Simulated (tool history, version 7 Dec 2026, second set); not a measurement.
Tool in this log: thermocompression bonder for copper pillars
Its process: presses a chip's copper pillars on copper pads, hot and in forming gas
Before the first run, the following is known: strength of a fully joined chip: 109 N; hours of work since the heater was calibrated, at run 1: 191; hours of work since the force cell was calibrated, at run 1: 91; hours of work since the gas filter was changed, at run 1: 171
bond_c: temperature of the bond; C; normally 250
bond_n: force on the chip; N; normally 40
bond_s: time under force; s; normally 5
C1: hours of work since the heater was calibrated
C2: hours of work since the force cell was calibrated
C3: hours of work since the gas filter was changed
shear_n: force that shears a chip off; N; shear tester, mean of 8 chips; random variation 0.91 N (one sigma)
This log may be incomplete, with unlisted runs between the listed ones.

{"run": 1, "hour": 0.0, "bond_c": 250, "bond_n": 40, "bond_s": 5, "C1": 191, "C2": 91, "C3": 171, "shear_n": 71.9}
{"run": 2, "hour": 10.9, "bond_c": 250, "bond_n": 40, "bond_s": 12, "C1": 196, "C2": 97, "C3": 177, "shear_n": 86.6}
{"run": 3, "hour": 31.6, "bond_c": 250, "bond_n": 52, "bond_s": 5, "C1": 207, "C2": 107, "C3": 187, "shear_n": 81.8}
{"run": 4, "hour": 50.5, "bond_c": 250, "bond_n": 52, "bond_s": 5, "C1": 216, "C2": 117, "C3": 197, "shear_n": 82.1}
{"run": 5, "hour": 72.8, "bond_c": 250, "bond_n": 52, "bond_s": 5, "C1": 228, "C2": 128, "C3": 208, "shear_n": 81.1}
{"run": 6, "hour": 87.4, "bond_c": 250, "bond_n": 52, "bond_s": 5, "C1": 235, "C2": 135, "C3": 215, "shear_n": 81.2}
{"run": 7, "hour": 108.7, "bond_c": 250, "bond_n": 40, "bond_s": 5, "C1": 246, "C2": 146, "C3": 226, "shear_n": 70.3}
{"run": 8, "hour": 132.0, "bond_c": 250, "bond_n": 40, "bond_s": 5, "C1": 258, "C2": 158, "C3": 238, "shear_n": 70.4}
{"run": 9, "hour": 149.8, "bond_c": 250, "bond_n": 40, "bond_s": 5, "C1": 267, "C2": 167, "C3": 247, "shear_n": 70}
{"run": 10, "hour": 168.2, "bond_c": 261, "bond_n": 52, "bond_s": 7, "C1": 276, "C2": 176, "C3": 256, "shear_n": 89.8}
{"run": 11, "hour": 180.6, "bond_c": 224, "bond_n": 40, "bond_s": 8, "C1": 282, "C2": 182, "C3": 262, "shear_n": 55.2}
{"run": 12, "hour": 192.4, "bond_c": 250, "bond_n": 58, "bond_s": 8, "C1": 288, "C2": 188, "C3": 268, "shear_n": 88.5}
{"hour": 196.9, "done": "forming gas filter changed"}
{"run": 13, "hour": 210.1, "bond_c": 242, "bond_n": 40, "bond_s": 3, "C1": 297, "C2": 197, "C3": 7, "shear_n": 58.6}
{"run": 14, "hour": 223.5, "bond_c": 242, "bond_n": 40, "bond_s": 3, "C1": 303, "C2": 204, "C3": 13, "shear_n": 60}
{"run": 15, "hour": 239.6, "bond_c": 276, "bond_n": 60, "bond_s": 5, "C1": 312, "C2": 212, "C3": 22, "shear_n": 104.2}
{"run": 16, "hour": 262.4, "bond_c": 227, "bond_n": 40, "bond_s": 5, "C1": 323, "C2": 223, "C3": 33, "shear_n": 56.5}
{"run": 17, "hour": 280.6, "bond_c": 266, "bond_n": 30, "bond_s": 8, "C1": 332, "C2": 232, "C3": 42, "shear_n": 83.8}
{"run": 18, "hour": 302.8, "bond_c": 250, "bond_n": 58, "bond_s": 5, "C1": 343, "C2": 244, "C3": 53, "shear_n": 93.1}

Predict each of these 5 candidate next runs independently; none follows another, all start after run 18:
{"run": "A", "hour": 317.0, "bond_c": 231, "bond_n": 52, "bond_s": 10, "C1": 351, "C2": 251, "C3": 61, "shear_n": "?"}
{"run": "B", "hour": 317.0, "bond_c": 250, "bond_n": 58, "bond_s": 4, "C1": 351, "C2": 251, "C3": 61, "shear_n": "?"}
{"run": "C", "hour": 317.0, "bond_c": 247, "bond_n": 58, "bond_s": 5, "C1": 351, "C2": 251, "C3": 61, "shear_n": "?"}
{"run": "D", "hour": 317.0, "bond_c": 257, "bond_n": 58, "bond_s": 3, "C1": 351, "C2": 251, "C3": 61, "shear_n": "?"}
{"run": "E", "hour": 317.0, "bond_c": 224, "bond_n": 58, "bond_s": 4, "C1": 351, "C2": 251, "C3": 61, "shear_n": "?"}

run=A shear_n=84.7
run=B shear_n=87.1
run=C shear_n=88
run=D shear_n=87.9
run=E shear_n=65.4
Stripped of hidden state, with their random variation kept, the same runs would have yielded:
run=A shear_n=86
run=B shear_n=88.6
run=C shear_n=89.5
run=D shear_n=89.5
run=E shear_n=66.3
